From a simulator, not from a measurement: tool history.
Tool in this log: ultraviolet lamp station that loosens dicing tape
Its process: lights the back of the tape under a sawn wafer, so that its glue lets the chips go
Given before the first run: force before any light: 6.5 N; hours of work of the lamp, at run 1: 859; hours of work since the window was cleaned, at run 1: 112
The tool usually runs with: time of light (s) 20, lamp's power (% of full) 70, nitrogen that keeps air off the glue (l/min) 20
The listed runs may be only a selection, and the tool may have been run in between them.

| run | hour | time of light (s) | lamp's power (% of full) | nitrogen that keeps air off the glue (l/min) | hours of work of the lamp | hours of work since the window was cleaned | force that peels the tape off (N) | light that reached the tape (mJ/cm2) |
|---|---|---|---|---|---|---|---|---|
| 1 | 0.0 | 20 | 70 | 20 | 859 | 112 | 0.779 | 280 |
| 2 | 49.1 | 20 | 89 | 20 | 898 | 150 | 0.502 | 350 |
| 3 | 89.8 | 20 | 89 | 20 | 929 | 182 | 0.524 | 341 |
| 4 | 124.9 | 20 | 89 | 20 | 957 | 210 | 0.548 | 337 |
| 5 | 162.6 | 20 | 70 | 9 | 986 | 239 | 1.454 | 261 |
|  | 185.9 | window cleaned of glue's vapour |
| 6 | 217.4 | 20 | 70 | 9 | 1029 | 25 | 1.283 | 283 |
| 7 | 266.8 | 20 | 70 | 9 | 1067 | 63 | 1.288 | 279 |
| 8 | 303.1 | 20 | 70 | 20 | 1096 | 92 | 0.826 | 272 |
| 9 | 347.1 | 12 | 70 | 20 | 1130 | 126 | 1.931 | 163 |
| 10 | 410.5 | 12 | 70 | 20 | 1180 | 176 | 1.984 | 155 |
| 11 | 472.9 | 12 | 70 | 20 | 1228 | 224 | 2.029 | 152 |
|  | 517.4 | window cleaned of glue's vapour |
| 12 | 536.5 | 12 | 70 | 20 | 1278 | 15 | 1.858 | 158 |
| 13 | 598.8 | 20 | 70 | 31 | 1326 | 64 | 0.690 | 264 |
| 14 | 648.1 | 20 | 70 | 31 | 1365 | 102 | 0.773 | 260 |
| 15 | 712.8 | 36 | 70 | 20 | 1416 | 153 | 0.291 | 447 |
|  | 720.5 | lamp changed |
| 16 | 786.4 | 39 | 94 | 20 | 52 | 210 | 0.091 | 838 |
| 17 | 843.3 | 29 | 80 | 13 | 96 | 254 | 0.270 | 523 |
|  | 847.9 | window cleaned of glue's vapour |
| 18 | 909.0 | 30 | 69 | 11 | 147 | 48 | 0.337 | 498 |
| 19 | 977.8 | 14 | 80 | 8 | 201 | 102 | 1.496 | 255 |
| 20 | 1037.0 | 19 | 97 | 20 | 247 | 148 | 0.319 | 416 |
| 21 | 1104.6 | 30 | 99 | 20 | 300 | 201 | 0.124 | 647 |
| 22 | 1158.8 | 20 | 96 | 7 | 342 | 243 | 0.749 | 409 |
|  | 1176.6 | window cleaned of glue's vapour |
| 23 | 1197.1 | 16 | 96 | 7 | 372 | 16 | 0.996 | 351 |
| 24 | 1261.6 | 18 | 70 | 25 | 422 | 67 | 0.652 | 283 |
| 25 | 1311.4 | 18 | 70 | 25 | 461 | 105 | 0.724 | 274 |
| 26 | 1375.3 | 18 | 70 | 16 | 511 | 155 | 0.966 | 267 |
| 27 | 1436.5 | 18 | 70 | 16 | 559 | 203 | 1.005 | 263 |
| 28 | 1476.5 | 20 | 70 | 17 | 590 | 234 | 0.850 | 283 |
|  | 1504.6 | window cleaned of glue's vapour |
| 29 | 1507.4 | 20 | 71 | 26 | 614 | 2 | 0.533 | 319 |

What if the next run were any one of these 5? Each begins from the tool's condition after run 29:
| A | 1570.4 | 14 | 70 | 20 | 663 | 52 | ? | ? |
| B | 1570.4 | 11 | 71 | 8 | 663 | 52 | ? | ? |
| C | 1570.4 | 38 | 71 | 16 | 663 | 52 | ? | ? |
| D | 1570.4 | 19 | 76 | 14 | 663 | 52 | ? | ? |
| E | 1570.4 | 20 | 69 | 20 | 663 | 52 | ? | ? |

| run | force that peels the tape off (N) | light that reached the tape (mJ/cm2) |
|---|---|---|
| A | 1.295 | 213 |
| B | 2.398 | 169 |
| C | 0.177 | 586 |
| D | 0.784 | 320 |
| E | 0.704 | 297 |
With the hidden condition removed and each run's random variation left untouched, the same runs would have given:
| run | force that peels the tape off (N) | light that reached the tape (mJ/cm2) |
|---|---|---|
| A | 1.006 | 247 |
| B | 2.058 | 197 |
| C | 0.134 | 681 |
| D | 0.571 | 370 |
| E | 0.510 | 346 |

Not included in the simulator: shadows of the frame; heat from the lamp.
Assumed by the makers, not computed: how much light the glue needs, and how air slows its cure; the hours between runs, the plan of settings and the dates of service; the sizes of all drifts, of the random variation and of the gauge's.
